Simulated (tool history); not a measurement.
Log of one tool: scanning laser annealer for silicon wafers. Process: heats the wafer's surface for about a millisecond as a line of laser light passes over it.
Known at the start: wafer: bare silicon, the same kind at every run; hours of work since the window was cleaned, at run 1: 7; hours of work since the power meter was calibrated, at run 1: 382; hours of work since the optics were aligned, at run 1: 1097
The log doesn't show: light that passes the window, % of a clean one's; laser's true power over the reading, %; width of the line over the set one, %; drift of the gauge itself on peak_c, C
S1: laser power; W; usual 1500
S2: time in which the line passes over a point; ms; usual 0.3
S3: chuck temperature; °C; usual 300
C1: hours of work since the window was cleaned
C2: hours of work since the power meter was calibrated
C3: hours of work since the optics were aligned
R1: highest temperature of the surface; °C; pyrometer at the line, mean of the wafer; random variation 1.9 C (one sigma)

{"run": 1, "day": 0.0, "S1": 1500, "S2": 0.3, "S3": 300, "C1": 7, "C2": 382, "C3": 1097, "R1": 1076}
{"run": 2, "day": 2.917, "S1": 1500, "S2": 0.3, "S3": 300, "C1": 40, "C2": 415, "C3": 1130, "R1": 1076}
{"run": 3, "day": 5.75, "S1": 1500, "S2": 0.3, "S3": 300, "C1": 73, "C2": 448, "C3": 1162, "R1": 1072}
{"run": 4, "day": 7.0, "S1": 1500, "S2": 0.3, "S3": 300, "C1": 87, "C2": 462, "C3": 1177, "R1": 1072}
{"run": 5, "day": 9.767, "S1": 1370, "S2": 0.3, "S3": 300, "C1": 118, "C2": 493, "C3": 1208, "R1": 982}
{"run": 6, "day": 12.35, "S1": 1500, "S2": 0.3, "S3": 300, "C1": 147, "C2": 522, "C3": 1237, "R1": 1065}
{"run": 7, "day": 14.579, "S1": 1632, "S2": 0.3, "S3": 300, "C1": 173, "C2": 548, "C3": 1263, "R1": 1154}
{"run": 8, "day": 17.288, "S1": 1632, "S2": 0.3, "S3": 300, "C1": 203, "C2": 578, "C3": 1293, "R1": 1155}
{"run": 9, "day": 18.858, "S1": 1632, "S2": 0.3, "S3": 300, "C1": 221, "C2": 596, "C3": 1311, "R1": 1148}
{"run": 10, "day": 21.167, "S1": 1632, "S2": 0.3, "S3": 300, "C1": 247, "C2": 622, "C3": 1337, "R1": 1149}
{"run": 11, "day": 23.979, "S1": 1329, "S2": 0.3, "S3": 300, "C1": 279, "C2": 654, "C3": 1369, "R1": 947}
{"run": 12, "day": 26.888, "S1": 1646, "S2": 0.3, "S3": 300, "C1": 312, "C2": 687, "C3": 1402, "R1": 1155}
{"day": 27.171, "done": "laser's power meter calibrated"}
{"run": 13, "day": 29.75, "S1": 1646, "S2": 0.3, "S3": 300, "C1": 343, "C2": 29, "C3": 1433, "R1": 1150}
{"run": 14, "day": 32.475, "S1": 1646, "S2": 0.3, "S3": 294, "C1": 374, "C2": 60, "C3": 1464, "R1": 1141}
{"day": 34.671, "done": "laser's power meter calibrated, once more"}
{"run": 15, "day": 34.671, "S1": 1369, "S2": 0.3, "S3": 262, "C1": 398, "C2": 0, "C3": 1488, "R1": 921}
{"day": 35.829, "done": "window over the wafer cleaned"}
{"run": 16, "day": 37.021, "S1": 1473, "S2": 0.244, "S3": 339, "C1": 14, "C2": 26, "C3": 1514, "R1": 1014}
{"run": 17, "day": 38.654, "S1": 1473, "S2": 0.244, "S3": 339, "C1": 32, "C2": 44, "C3": 1532, "R1": 1009}

The next listed run, before its measurement:
{"run": 18, "day": 41.233, "S1": 1569, "S2": 0.244, "S3": 260, "C1": 61, "C2": 74, "C3": 1561, "R1": "?"}

Run 18 gave R1 987 °C.
Without the tool's hidden state the same run would have given R1 1009 °C.

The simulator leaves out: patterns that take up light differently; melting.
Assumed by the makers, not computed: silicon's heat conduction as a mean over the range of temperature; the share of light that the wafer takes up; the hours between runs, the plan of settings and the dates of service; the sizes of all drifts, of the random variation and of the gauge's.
